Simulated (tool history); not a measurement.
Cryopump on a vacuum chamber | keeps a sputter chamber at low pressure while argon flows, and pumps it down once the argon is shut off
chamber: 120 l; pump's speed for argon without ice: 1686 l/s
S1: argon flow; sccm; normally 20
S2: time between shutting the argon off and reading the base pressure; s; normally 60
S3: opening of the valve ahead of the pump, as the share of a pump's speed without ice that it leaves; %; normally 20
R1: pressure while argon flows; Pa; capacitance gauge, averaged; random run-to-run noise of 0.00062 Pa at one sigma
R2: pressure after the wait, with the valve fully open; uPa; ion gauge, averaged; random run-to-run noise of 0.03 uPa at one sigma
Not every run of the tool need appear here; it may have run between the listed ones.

{"run": 1, "hour": 0.0, "S1": 20, "S2": 60, "S3": 20, "R1": 0.1022, "R2": 2.75}
{"run": 2, "hour": 46.1, "S1": 20, "S2": 60, "S3": 21, "R1": 0.096, "R2": 2.78}
{"run": 3, "hour": 75.2, "S1": 20, "S2": 60, "S3": 21, "R1": 0.0968, "R2": 2.8}
{"run": 4, "hour": 117.0, "S1": 20, "S2": 60, "S3": 21, "R1": 0.0967, "R2": 2.86}
{"run": 5, "hour": 178.2, "S1": 20, "S2": 128, "S3": 20, "R1": 0.1009, "R2": 2.13}
{"run": 6, "hour": 219.5, "S1": 20, "S2": 128, "S3": 20, "R1": 0.1027, "R2": 2.2}
{"run": 7, "hour": 262.6, "S1": 13, "S2": 60, "S3": 20, "R1": 0.0662, "R2": 2.98}
{"run": 8, "hour": 312.4, "S1": 13, "S2": 60, "S3": 20, "R1": 0.0674, "R2": 3.02}
{"hour": 322.7, "done": "leaking fittings of the chamber tightened, without venting"}
{"run": 9, "hour": 358.2, "S1": 20, "S2": 77, "S3": 20, "R1": 0.1041, "R2": 1.26}
{"run": 10, "hour": 413.1, "S1": 20, "S2": 77, "S3": 20, "R1": 0.1038, "R2": 1.31}
{"run": 11, "hour": 467.9, "S1": 20, "S2": 77, "S3": 20, "R1": 0.1048, "R2": 1.35}
{"run": 12, "hour": 497.2, "S1": 20, "S2": 60, "S3": 20, "R1": 0.1052, "R2": 1.61}
{"run": 13, "hour": 561.0, "S1": 20, "S2": 60, "S3": 37, "R1": 0.0611, "R2": 1.7}
{"run": 14, "hour": 609.2, "S1": 20, "S2": 60, "S3": 37, "R1": 0.0609, "R2": 1.74}
{"run": 15, "hour": 666.0, "S1": 20, "S2": 60, "S3": 37, "R1": 0.0627, "R2": 1.7}
{"run": 16, "hour": 700.6, "S1": 20, "S2": 60, "S3": 37, "R1": 0.0617, "R2": 1.73}
{"hour": 752.6, "done": "pump warmed up, emptied and cooled again"}
{"run": 17, "hour": 755.0, "S1": 20, "S2": 93, "S3": 20, "R1": 0.1007, "R2": 1.15}
{"run": 18, "hour": 795.1, "S1": 15, "S2": 60, "S3": 20, "R1": 0.0755, "R2": 1.65}
{"run": 19, "hour": 841.6, "S1": 15, "S2": 60, "S3": 20, "R1": 0.0751, "R2": 1.68}
{"run": 20, "hour": 870.4, "S1": 15, "S2": 60, "S3": 20, "R1": 0.0758, "R2": 1.66}
{"run": 21, "hour": 901.3, "S1": 15, "S2": 60, "S3": 20, "R1": 0.0754, "R2": 1.63}
{"run": 22, "hour": 959.9, "S1": 15, "S2": 60, "S3": 20, "R1": 0.0763, "R2": 1.74}
{"run": 23, "hour": 1013.5, "S1": 15, "S2": 60, "S3": 20, "R1": 0.0765, "R2": 1.7}
{"run": 24, "hour": 1058.8, "S1": 20, "S2": 252, "S3": 18, "R1": 0.1134, "R2": 0.79}
{"run": 25, "hour": 1096.5, "S1": 20, "S2": 252, "S3": 18, "R1": 0.1157, "R2": 0.73}
{"run": 26, "hour": 1145.7, "S1": 20, "S2": 252, "S3": 18, "R1": 0.1153, "R2": 0.79}
{"run": 27, "hour": 1184.6, "S1": 18, "S2": 25, "S3": 47, "R1": 0.0415, "R2": 3.82}
{"run": 28, "hour": 1216.1, "S1": 21, "S2": 60, "S3": 21, "R1": 0.1059, "R2": 1.88}
{"run": 29, "hour": 1271.7, "S1": 21, "S2": 60, "S3": 21, "R1": 0.1063, "R2": 1.88}
{"run": 30, "hour": 1316.5, "S1": 9, "S2": 200, "S3": 23, "R1": 0.0414, "R2": 0.97}
{"run": 31, "hour": 1370.2, "S1": 17, "S2": 25, "S3": 20, "R1": 0.0906, "R2": 3.88}
{"run": 32, "hour": 1415.1, "S1": 20, "S2": 156, "S3": 39, "R1": 0.0589, "R2": 1.16}
{"run": 33, "hour": 1469.7, "S1": 20, "S2": 156, "S3": 38, "R1": 0.0623, "R2": 1.18}
{"hour": 1504.9, "done": "pump warmed up, emptied and cooled again"}
{"run": 34, "hour": 1508.9, "S1": 9, "S2": 23, "S3": 23, "R1": 0.0392, "R2": 3.97}

Below, each run's measurement less what the same run would have read without the hidden state. Both values contain the same run-to-run variation, but the gauge's scatter may not be the same in both:
Unlogged tool condition in this case: pump's speed, % of a pump's without ice; cold plate's temperature, K; leak into the chamber, uPa l/s; drift of the gauge itself on working_pa, %; drift of the gauge itself on base_upa, %.
run=1 R1=+0.0004 R2=+1.23
run=2 R1=+0.0008 R2=+1.27
run=3 R1=+0.0010 R2=+1.29
run=4 R1=+0.0013 R2=+1.34
run=5 R1=+0.0019 R2=+1.32
run=6 R1=+0.0024 R2=+1.42
run=7 R1=+0.0018 R2=+1.47
run=8 R1=+0.0021 R2=+1.50
run=9 R1=+0.0036 R2=+0.05
run=10 R1=+0.0043 R2=+0.08
run=11 R1=+0.0049 R2=+0.10
run=12 R1=+0.0052 R2=+0.12
run=13 R1=+0.0062 R2=+0.15
run=14 R1=+0.0067 R2=+0.17
run=15 R1=+0.0075 R2=+0.19
run=16 R1=+0.0080 R2=+0.21
run=17 R1=+0.0005 R2=+0.12
run=18 R1=+0.0005 R2=+0.14
run=19 R1=+0.0009 R2=+0.16
run=20 R1=+0.0011 R2=+0.16
run=21 R1=+0.0012 R2=+0.17
run=22 R1=+0.0017 R2=+0.20
run=23 R1=+0.0021 R2=+0.22
run=24 R1=+0.0032 R2=+0.25
run=25 R1=+0.0037 R2=+0.26
run=26 R1=+0.0042 R2=+0.29
run=27 R1=+0.0041 R2=+0.32
run=28 R1=+0.0052 R2=+0.33
run=29 R1=+0.0061 R2=+0.36
run=30 R1=+0.0028 R2=+0.39
run=31 R1=+0.0060 R2=+0.43
run=32 R1=+0.0076 R2=+0.45
run=33 R1=+0.0085 R2=+0.48
run=34 R1=+0.0002 R2=+0.30

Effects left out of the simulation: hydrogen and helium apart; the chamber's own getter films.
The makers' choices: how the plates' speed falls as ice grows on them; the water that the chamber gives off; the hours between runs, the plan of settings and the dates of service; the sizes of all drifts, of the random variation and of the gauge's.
